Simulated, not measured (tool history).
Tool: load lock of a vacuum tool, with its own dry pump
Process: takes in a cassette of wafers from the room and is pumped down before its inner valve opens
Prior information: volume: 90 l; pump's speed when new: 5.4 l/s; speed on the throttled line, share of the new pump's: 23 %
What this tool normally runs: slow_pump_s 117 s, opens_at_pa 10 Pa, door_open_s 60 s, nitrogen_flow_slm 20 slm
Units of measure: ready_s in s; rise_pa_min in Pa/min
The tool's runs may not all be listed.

run    hour  slow_pump_s  opens_at_pa  door_open_s  nitrogen_flow_slm  incoming humidity of the room's air, %  ready_s  rise_pa_min
  1     0.0          117           10           60                 20                                    46.8    267.0        0.020
  2    63.3          117           10           28                 20                                    43.7    266.2        0.014
  3   131.8          117           10           60                 29                                    43.3    264.6        0.022
  4   182.2          117           10           60                 29                                    42.6    263.1        0.018
  5   278.5          117           10           60                 20                                    45.9    264.8        0.027
  6   363.0          189           10           60                 20                                    45.7    321.4        0.029
  7   454.0          117           10           35                 20                                    43.8    266.7        0.019
  8   531.7          117           10           60                 20                                    47.1    266.0        0.023
  9   633.5          117           10           60                 20                                    45.9    267.4        0.032
 10   709.7          117           10           60                  7                                    45.7    267.9        0.040
 11   759.4          117           10           60                  7                                    45.3    268.2        0.037
 12   827.2          117           10           60                 20                                    45.5    271.8        0.029
 13   924.5          117           10           60                 20                                    42.6    271.9        0.028
 14   991.8           62           10           60                 20                                    44.6    227.9        0.029
 15  1076.8           62           10           60                 20                                    44.4    227.8        0.033
 16  1132.4          116           12          131                 15                                    44.8    266.3        0.051
 17  1226.0          117           10           60                 17                                    44.8    272.4        0.037
 18  1283.9          117           10           60                 17                                    44.7    268.4        0.035
 19  1339.1          117            7          120                  8                                    44.2    277.5        0.058
 20  1407.6          134           13           41                  8                                    44.1    277.0        0.032
 21  1451.5          107           20           65                 30                                    41.6    249.8        0.026
 22  1553.3          107           20           65                 30                                    44.9    250.9        0.026
 23  1655.3          107           20           65                 30                                    45.2    251.0        0.028
 24  1709.6          107           20           65                 30                                    39.7    247.3        0.032
     1745.5  -- dry pump taken out, an overhauled one fitted
 25  1779.5          107           20           65                 30                                    44.6    222.4        0.030
 26  1828.5          107           20           65                 30                                    46.6    222.7        0.028
 27  1872.0          107           20           65                 30                                    44.4    221.0        0.027
 28  1929.7          117           10           28                 17                                    48.2    245.7        0.029

Below are 4 alternative next runs, each starting from the tool's condition after run 28. Predict each:
  A  2014.5           63           10          141                 20                                    46.1        ?            ?
  B  2014.5          117           12           60                 20                                    43.7        ?            ?
  C  2014.5          117           11           60                 20                                    43.8        ?            ?
  D  2014.5          117           10          112                 17                                    45.4        ?            ?

run  ready_s  rise_pa_min
  A    201.5        0.059
  B    240.5        0.033
  C    242.9        0.033
  D    241.2        0.051
Take away the tool's hidden state, keep each run's random variation, and the runs would have read:
run  ready_s  rise_pa_min
  A    201.6        0.046
  B    240.5        0.020
  C    243.0        0.020
  D    241.2        0.038
